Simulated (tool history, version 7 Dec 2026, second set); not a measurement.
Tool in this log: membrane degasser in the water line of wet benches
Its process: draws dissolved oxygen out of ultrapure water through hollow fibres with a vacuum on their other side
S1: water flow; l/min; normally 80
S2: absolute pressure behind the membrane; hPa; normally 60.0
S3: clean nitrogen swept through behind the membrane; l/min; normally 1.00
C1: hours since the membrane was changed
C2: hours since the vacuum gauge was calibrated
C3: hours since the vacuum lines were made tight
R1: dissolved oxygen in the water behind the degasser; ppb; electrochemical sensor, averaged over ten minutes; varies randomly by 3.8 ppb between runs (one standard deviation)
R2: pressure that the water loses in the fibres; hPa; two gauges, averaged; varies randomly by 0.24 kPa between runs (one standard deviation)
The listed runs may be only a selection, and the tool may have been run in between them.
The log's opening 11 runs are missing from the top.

{"run": 12, "hour": 1151.2, "S1": 54, "S2": 60.0, "S3": 1.0, "C1": 3496, "C2": 4957, "C3": 1428, "R1": 318.0, "R2": 436.5}
{"run": 13, "hour": 1276.3, "S1": 54, "S2": 60.0, "S3": 1.0, "C1": 3622, "C2": 5082, "C3": 1553, "R1": 318.9, "R2": 436.1}
{"run": 14, "hour": 1368.0, "S1": 80, "S2": 143.2, "S3": 1.0, "C1": 3713, "C2": 5174, "C3": 1644, "R1": 1376.0, "R2": 648.5}
{"run": 15, "hour": 1490.7, "S1": 80, "S2": 143.2, "S3": 1.0, "C1": 3836, "C2": 5297, "C3": 1767, "R1": 1396.3, "R2": 646.1}
{"run": 16, "hour": 1613.1, "S1": 80, "S2": 143.2, "S3": 1.0, "C1": 3958, "C2": 5419, "C3": 1890, "R1": 1391.0, "R2": 647.8}
{"run": 17, "hour": 1732.3, "S1": 80, "S2": 106.2, "S3": 1.0, "C1": 4078, "C2": 5539, "C3": 2009, "R1": 984.6, "R2": 645.3}
{"run": 18, "hour": 1833.2, "S1": 66, "S2": 82.2, "S3": 1.57, "C1": 4178, "C2": 5639, "C3": 2110, "R1": 446.5, "R2": 532.7}
{"run": 19, "hour": 1947.7, "S1": 66, "S2": 82.2, "S3": 1.57, "C1": 4293, "C2": 5754, "C3": 2224, "R1": 440.5, "R2": 539.6}
{"run": 20, "hour": 2073.1, "S1": 66, "S2": 82.2, "S3": 1.57, "C1": 4418, "C2": 5879, "C3": 2350, "R1": 445.1, "R2": 541.7}
{"run": 21, "hour": 2150.8, "S1": 49, "S2": 66.2, "S3": 1.92, "C1": 4496, "C2": 5957, "C3": 2427, "R1": 212.7, "R2": 399.4}
{"run": 22, "hour": 2273.9, "S1": 49, "S2": 66.2, "S3": 1.92, "C1": 4619, "C2": 6080, "C3": 2550, "R1": 210.2, "R2": 395.5}

What does the tool deliver on the next run?
{"run": 23, "hour": 2375.4, "S1": 70, "S2": 124.9, "S3": 1.49, "C1": 4721, "C2": 6182, "C3": 2652, "R1": "?", "R2": "?"}

Run 23 gave R1 822.5 ppb, R2 568.4 hPa.
Minus the tool's unlogged condition, the same run would have read R1 782.0 ppb, R2 546.0 hPa.
